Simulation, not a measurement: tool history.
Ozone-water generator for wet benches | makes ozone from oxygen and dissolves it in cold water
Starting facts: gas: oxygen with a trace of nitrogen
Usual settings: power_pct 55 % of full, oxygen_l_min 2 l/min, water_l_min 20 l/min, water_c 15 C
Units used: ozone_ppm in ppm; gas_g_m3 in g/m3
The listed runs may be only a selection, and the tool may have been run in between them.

Run 1, day 0: usual settings. Result: ozone_ppm 13.1 ppm, gas_g_m3 218.4 g/m3.
Run 2, day 3.058: usual settings. Result: ozone_ppm 12.9 ppm, gas_g_m3 218.2 g/m3.
Run 3, day 7.621: usual settings. Result: ozone_ppm 13.1 ppm, gas_g_m3 217.6 g/m3.
Run 4, day 13.004: usual settings. Result: ozone_ppm 13.1 ppm, gas_g_m3 217.9 g/m3.
Run 5, day 16.362: usual settings but water_l_min 18 l/min. Result: ozone_ppm 14.4 ppm, gas_g_m3 217.7 g/m3.
Run 6, day 19.208: usual settings but water_l_min 18 l/min. Result: ozone_ppm 14.5 ppm, gas_g_m3 217.3 g/m3.
Run 7, day 21.592: usual settings but water_l_min 18 l/min. Result: ozone_ppm 14.6 ppm, gas_g_m3 217.3 g/m3.
Run 8, day 25.846: usual settings but water_l_min 18 l/min. Result: ozone_ppm 14.5 ppm, gas_g_m3 216.3 g/m3.
Run 9, day 29.083: usual settings but water_l_min 18 l/min. Result: ozone_ppm 14.3 ppm, gas_g_m3 217.4 g/m3.
Run 10, day 32.688: usual settings but water_l_min 18 l/min. Result: ozone_ppm 14.5 ppm, gas_g_m3 219.2 g/m3.
Run 11, day 36.733: usual settings but power_pct 73 % of full. Result: ozone_ppm 17 ppm, gas_g_m3 280.6 g/m3.
Run 12, day 39.2: usual settings but power_pct 73 % of full. Result: ozone_ppm 16.8 ppm, gas_g_m3 280.3 g/m3.
Run 13, day 42.921: usual settings but power_pct 73 % of full, water_l_min 30 l/min. Result: ozone_ppm 11.1 ppm, gas_g_m3 282.7 g/m3.
Run 14, day 47.258: usual settings but power_pct 73 % of full, water_l_min 30 l/min. Result: ozone_ppm 11.2 ppm, gas_g_m3 279.5 g/m3.
Run 15, day 52.121: usual settings. Result: ozone_ppm 13 ppm, gas_g_m3 219.2 g/m3.
Run 16, day 56.946: usual settings. Result: ozone_ppm 13 ppm, gas_g_m3 218.3 g/m3.
Run 17, day 59.346: usual settings but power_pct 76 % of full, oxygen_l_min 1.77 l/min, water_c 19 C. Result: ozone_ppm 16.7 ppm, gas_g_m3 313 g/m3.
Run 18, day 62.562: usual settings but power_pct 48 % of full, oxygen_l_min 1.77 l/min, water_l_min 13 l/min, water_c 23 C. Result: ozone_ppm 15.5 ppm, gas_g_m3 207.4 g/m3.
Run 19, day 66.371: usual settings but water_c 8 C. Result: ozone_ppm 13.7 ppm, gas_g_m3 218.8 g/m3.
Run 20, day 69.938: usual settings but oxygen_l_min 3.47 l/min, water_l_min 22 l/min. Result: ozone_ppm 13.2 ppm, gas_g_m3 156.7 g/m3.

Forecast run 21:
Run 21, day 73.625: usual settings but power_pct 78 % of full, oxygen_l_min 1.84 l/min, water_l_min 16 l/min, water_c 11 C. Result: ozone_ppm ?, gas_g_m3 ?.

ozone_ppm: 22.3 ppm
gas_g_m3: 314.2 g/m3
Without the tool's hidden state the same run would have given ozone_ppm 22.3 ppm, gas_g_m3 314.3 g/m3.
